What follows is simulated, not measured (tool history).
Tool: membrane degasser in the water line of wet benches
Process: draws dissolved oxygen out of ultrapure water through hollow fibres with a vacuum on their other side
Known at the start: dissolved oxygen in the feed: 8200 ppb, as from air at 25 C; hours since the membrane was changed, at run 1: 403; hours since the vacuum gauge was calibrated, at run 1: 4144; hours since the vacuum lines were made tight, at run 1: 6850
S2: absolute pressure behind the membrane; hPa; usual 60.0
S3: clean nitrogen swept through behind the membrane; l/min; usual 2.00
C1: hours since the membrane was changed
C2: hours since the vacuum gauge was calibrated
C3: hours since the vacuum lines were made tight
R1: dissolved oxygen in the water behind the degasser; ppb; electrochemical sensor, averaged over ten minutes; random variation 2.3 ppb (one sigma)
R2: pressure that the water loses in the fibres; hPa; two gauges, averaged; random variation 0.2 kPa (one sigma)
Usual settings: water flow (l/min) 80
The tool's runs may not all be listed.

{"run": 1, "day": 0.0, "water flow (l/min)": 80, "S2": 60.0, "S3": 2.0, "C1": 403, "C2": 4144, "C3": 6850, "R1": 247.8, "R2": 431.8}
{"run": 2, "day": 1.758, "water flow (l/min)": 80, "S2": 60.0, "S3": 0.93, "C1": 445, "C2": 4186, "C3": 6892, "R1": 402.5, "R2": 428.9}
{"run": 3, "day": 4.942, "water flow (l/min)": 80, "S2": 60.0, "S3": 0.93, "C1": 522, "C2": 4262, "C3": 6969, "R1": 404.7, "R2": 429.2}
{"run": 4, "day": 8.421, "water flow (l/min)": 80, "S2": 60.0, "S3": 2.0, "C1": 605, "C2": 4346, "C3": 7052, "R1": 243.7, "R2": 428.9}
{"run": 5, "day": 12.479, "water flow (l/min)": 80, "S2": 60.0, "S3": 2.0, "C1": 703, "C2": 4443, "C3": 7150, "R1": 236.8, "R2": 430.4}
{"run": 6, "day": 14.762, "water flow (l/min)": 114, "S2": 60.0, "S3": 2.0, "C1": 757, "C2": 4498, "C3": 7204, "R1": 362.6, "R2": 610.8}
{"run": 7, "day": 18.692, "water flow (l/min)": 114, "S2": 60.0, "S3": 2.0, "C1": 852, "C2": 4592, "C3": 7299, "R1": 355.7, "R2": 614.5}
{"run": 8, "day": 21.642, "water flow (l/min)": 114, "S2": 60.0, "S3": 2.0, "C1": 922, "C2": 4663, "C3": 7370, "R1": 362.6, "R2": 613.3}
{"run": 9, "day": 23.604, "water flow (l/min)": 114, "S2": 60.0, "S3": 2.0, "C1": 970, "C2": 4710, "C3": 7417, "R1": 354.8, "R2": 614.7}
{"run": 10, "day": 27.55, "water flow (l/min)": 116, "S2": 60.0, "S3": 2.0, "C1": 1064, "C2": 4805, "C3": 7511, "R1": 366.2, "R2": 623.6}
{"run": 11, "day": 30.833, "water flow (l/min)": 116, "S2": 60.0, "S3": 2.0, "C1": 1143, "C2": 4884, "C3": 7590, "R1": 369.4, "R2": 628.7}
{"run": 12, "day": 34.392, "water flow (l/min)": 116, "S2": 60.0, "S3": 2.0, "C1": 1228, "C2": 4969, "C3": 7676, "R1": 366.4, "R2": 625.3}
{"run": 13, "day": 36.712, "water flow (l/min)": 116, "S2": 60.0, "S3": 2.0, "C1": 1284, "C2": 5025, "C3": 7731, "R1": 366.8, "R2": 627.9}
{"run": 14, "day": 40.346, "water flow (l/min)": 105, "S2": 60.0, "S3": 2.0, "C1": 1371, "C2": 5112, "C3": 7818, "R1": 328.7, "R2": 570.3}
{"run": 15, "day": 43.438, "water flow (l/min)": 111, "S2": 42.8, "S3": 2.0, "C1": 1446, "C2": 5186, "C3": 7893, "R1": 176.6, "R2": 602.4}
{"run": 16, "day": 45.546, "water flow (l/min)": 111, "S2": 42.8, "S3": 2.0, "C1": 1496, "C2": 5237, "C3": 7943, "R1": 181.9, "R2": 602.4}
{"run": 17, "day": 47.704, "water flow (l/min)": 87, "S2": 135.6, "S3": 2.62, "C1": 1548, "C2": 5289, "C3": 7995, "R1": 698.0, "R2": 470.9}
{"run": 18, "day": 51.033, "water flow (l/min)": 66, "S2": 146.9, "S3": 1.12, "C1": 1628, "C2": 5369, "C3": 8075, "R1": 1110.5, "R2": 360.8}
{"run": 19, "day": 53.358, "water flow (l/min)": 79, "S2": 99.3, "S3": 2.24, "C1": 1684, "C2": 5424, "C3": 8131, "R1": 490.7, "R2": 431.3}

Forecast each of these 5 alternatives for the next run:
{"run": "A", "day": 55.783, "water flow (l/min)": 60, "S2": 80.5, "S3": 2.0, "C1": 1742, "C2": 5483, "C3": 8189, "R1": "?", "R2": "?"}
{"run": "B", "day": 55.783, "water flow (l/min)": 49, "S2": 55.1, "S3": 3.62, "C1": 1742, "C2": 5483, "C3": 8189, "R1": "?", "R2": "?"}
{"run": "C", "day": 55.783, "water flow (l/min)": 60, "S2": 99.3, "S3": 2.24, "C1": 1742, "C2": 5483, "C3": 8189, "R1": "?", "R2": "?"}
{"run": "D", "day": 55.783, "water flow (l/min)": 121, "S2": 109.4, "S3": 5.71, "C1": 1742, "C2": 5483, "C3": 8189, "R1": "?", "R2": "?"}
{"run": "E", "day": 55.783, "water flow (l/min)": 80, "S2": 60.0, "S3": 0.87, "C1": 1742, "C2": 5483, "C3": 8189, "R1": "?", "R2": "?"}

run=A R1=303.7 R2=322.7
run=B R1=74.2 R2=269.6
run=C R1=382.0 R2=325.1
run=D R1=439.3 R2=660.4
run=E R1=422.1 R2=434.8
Without the tool's hidden state the same runs would have given:
run=A R1=303.5 R2=318.1
run=B R1=74.1 R2=265.8
run=C R1=381.8 R2=320.5
run=D R1=439.1 R2=651.0
run=E R1=421.7 R2=428.7

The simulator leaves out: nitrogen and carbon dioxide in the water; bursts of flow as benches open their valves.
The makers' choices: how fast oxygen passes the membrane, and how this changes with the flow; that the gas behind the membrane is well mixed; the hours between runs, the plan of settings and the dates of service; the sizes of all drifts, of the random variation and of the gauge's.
